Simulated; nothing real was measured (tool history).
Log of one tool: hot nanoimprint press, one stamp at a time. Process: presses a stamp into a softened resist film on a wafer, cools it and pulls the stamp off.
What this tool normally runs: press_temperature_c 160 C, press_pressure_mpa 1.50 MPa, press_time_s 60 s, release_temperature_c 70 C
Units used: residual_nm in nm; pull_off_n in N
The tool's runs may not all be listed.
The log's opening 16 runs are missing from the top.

Run 17, hour 267.8: usual settings but press_pressure_mpa 1.06 MPa, release_temperature_c 59 C. Result: residual_nm 219.7 nm, pull_off_n 249 N.
Run 18, hour 286.6: usual settings but press_temperature_c 162 C, press_pressure_mpa 1.08 MPa, release_temperature_c 59 C. Result: residual_nm 202.0 nm, pull_off_n 245 N.
Run 19, hour 302.0: usual settings but press_temperature_c 162 C, press_pressure_mpa 1.08 MPa, release_temperature_c 59 C. Result: residual_nm 201.6 nm, pull_off_n 246 N.
Run 20, hour 321.3: usual settings but press_temperature_c 168 C, press_pressure_mpa 0.95 MPa, press_time_s 43 s, release_temperature_c 60 C. Result: residual_nm 192.7 nm, pull_off_n 247 N.
Run 21, hour 340.8: usual settings but press_time_s 76 s, release_temperature_c 59 C. Result: residual_nm 177.2 nm, pull_off_n 244 N.
Run 22, hour 357.6: usual settings but press_temperature_c 159 C, press_pressure_mpa 1.85 MPa, press_time_s 42 s. Result: residual_nm 203.8 nm, pull_off_n 220 N.
Run 23, hour 379.5: usual settings but press_temperature_c 152 C, press_pressure_mpa 1.60 MPa, press_time_s 37 s. Result: residual_nm 278.5 nm, pull_off_n 221 N.
Run 24, hour 398.7: usual settings but press_time_s 66 s. Result: residual_nm 185.3 nm, pull_off_n 221 N.
Run 25, hour 411.9: usual settings but press_time_s 66 s. Result: residual_nm 185.5 nm, pull_off_n 225 N.
At hour 419.3: stamp cleaned and given a new release coat.
Run 26, hour 435.4: usual settings but press_temperature_c 164 C, press_time_s 33 s, release_temperature_c 64 C. Result: residual_nm 198.9 nm, pull_off_n 233 N.
Run 27, hour 451.1: usual settings but press_temperature_c 165 C, press_pressure_mpa 0.94 MPa, press_time_s 120 s, release_temperature_c 65 C. Result: residual_nm 150.7 nm, pull_off_n 229 N.
Run 28, hour 471.1: usual settings but press_temperature_c 165 C, press_pressure_mpa 0.94 MPa, press_time_s 120 s, release_temperature_c 65 C. Result: residual_nm 148.5 nm, pull_off_n 229 N.
Run 29, hour 490.4: usual settings but press_pressure_mpa 1.21 MPa. Result: residual_nm 207.5 nm, pull_off_n 219 N.
Run 30, hour 503.8: usual settings but press_pressure_mpa 1.21 MPa. Result: residual_nm 207.7 nm, pull_off_n 224 N.

3 options for the next run, each taken on its own from the tool as it stands now. Forecast them:
Run A, hour 524.0: usual settings but press_pressure_mpa 1.89 MPa, release_temperature_c 63 C. Result: residual_nm ?, pull_off_n ?.
Run B, hour 524.0: usual settings but press_pressure_mpa 1.21 MPa, release_temperature_c 66 C. Result: residual_nm ?, pull_off_n ?.
Run C, hour 524.0: usual settings but press_temperature_c 163 C, press_pressure_mpa 1.21 MPa. Result: residual_nm ?, pull_off_n ?.

run  residual_nm  pull_off_n
  A        172.9         240
  B        208.5         228
  C        184.4         214
Stripped of hidden state, with their random variation kept, the same runs would have yielded:
run  residual_nm  pull_off_n
  A        172.9         238
  B        208.5         227
  C        184.5         213
